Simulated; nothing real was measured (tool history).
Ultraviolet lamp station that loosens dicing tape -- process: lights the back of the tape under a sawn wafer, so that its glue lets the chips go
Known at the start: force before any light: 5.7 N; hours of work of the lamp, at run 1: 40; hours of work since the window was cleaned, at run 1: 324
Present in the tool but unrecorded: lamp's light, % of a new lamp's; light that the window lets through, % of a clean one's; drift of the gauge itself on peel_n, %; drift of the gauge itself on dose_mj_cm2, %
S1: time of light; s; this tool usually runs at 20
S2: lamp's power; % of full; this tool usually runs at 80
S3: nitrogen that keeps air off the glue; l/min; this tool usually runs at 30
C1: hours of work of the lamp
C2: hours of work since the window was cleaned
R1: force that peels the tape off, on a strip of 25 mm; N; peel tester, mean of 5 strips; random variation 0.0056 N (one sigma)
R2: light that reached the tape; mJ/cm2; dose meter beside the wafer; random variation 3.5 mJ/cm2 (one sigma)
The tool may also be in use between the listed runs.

run 1 hour=0 | S1=20 S2=80 S3=30 | C1=40 C2=324 | R1=0.159 R2=528
run 2 hour=24.2 | S1=20 S2=80 S3=13 | C1=52 C2=336 | R1=0.221 R2=530
run 3 hour=34.8 | S1=14 S2=80 S3=13 | C1=57 C2=341 | R1=0.511 R2=369
run 4 hour=46.6 | S1=14 S2=80 S3=13 | C1=62 C2=347 | R1=0.521 R2=369
run 5 hour=66.7 | S1=14 S2=80 S3=13 | C1=72 C2=357 | R1=0.514 R2=373
run 6 hour=81.1 | S1=14 S2=100 S3=13 | C1=79 C2=364 | R1=0.318 R2=462
-- hour=90.9 window cleaned of glue's vapour
run 7 hour=98.6 | S1=14 S2=100 S3=13 | C1=88 C2=4 | R1=0.278 R2=488
run 8 hour=116.8 | S1=14 S2=100 S3=13 | C1=96 C2=13 | R1=0.265 R2=486
run 9 hour=133.6 | S1=20 S2=80 S3=30 | C1=105 C2=21 | R1=0.15 R2=554
run 10 hour=151.5 | S1=20 S2=80 S3=30 | C1=113 C2=30 | R1=0.155 R2=549
run 11 hour=168.5 | S1=26 S2=80 S3=30 | C1=122 C2=38 | R1=0.087 R2=714
run 12 hour=186.2 | S1=26 S2=80 S3=30 | C1=130 C2=46 | R1=0.092 R2=714
run 13 hour=210.3 | S1=24 S2=64 S3=30 | C1=142 C2=58 | R1=0.158 R2=521
run 14 hour=227.6 | S1=24 S2=92 S3=20 | C1=150 C2=67 | R1=0.092 R2=750
run 15 hour=248 | S1=24 S2=85 S3=30 | C1=160 C2=77 | R1=0.11 R2=701
run 16 hour=273.1 | S1=25 S2=65 S3=52 | C1=173 C2=89 | R1=0.13 R2=546
run 17 hour=287.6 | S1=20 S2=68 S3=42 | C1=180 C2=96 | R1=0.197 R2=454
run 18 hour=306.1 | S1=20 S2=68 S3=42 | C1=189 C2=105 | R1=0.187 R2=454
run 19 hour=317.3 | S1=20 S2=85 S3=21 | C1=194 C2=110 | R1=0.15 R2=571

Branching from run 19: 5 alternative next runs. What would each branch give?
run A hour=339.2 | S1=12 S2=98 S3=22 | C1=205 C2=121 | R1=? R2=?
run B hour=339.2 | S1=26 S2=62 S3=10 | C1=205 C2=121 | R1=? R2=?
run C hour=339.2 | S1=11 S2=85 S3=21 | C1=205 C2=121 | R1=? R2=?
run D hour=339.2 | S1=20 S2=72 S3=21 | C1=205 C2=121 | R1=? R2=?
run E hour=339.2 | S1=20 S2=93 S3=21 | C1=205 C2=121 | R1=? R2=?

run=A R1=0.362 R2=393
run=B R1=0.257 R2=533
run=C R1=0.615 R2=312
run=D R1=0.223 R2=482
run=E R1=0.138 R2=616
The same runs, with their run-to-run variation unchanged, on a tool lacking any hidden condition would have given:
run=A R1=0.293 R2=430
run=B R1=0.209 R2=583
run=C R1=0.51 R2=341
run=D R1=0.181 R2=527
run=E R1=0.12 R2=674

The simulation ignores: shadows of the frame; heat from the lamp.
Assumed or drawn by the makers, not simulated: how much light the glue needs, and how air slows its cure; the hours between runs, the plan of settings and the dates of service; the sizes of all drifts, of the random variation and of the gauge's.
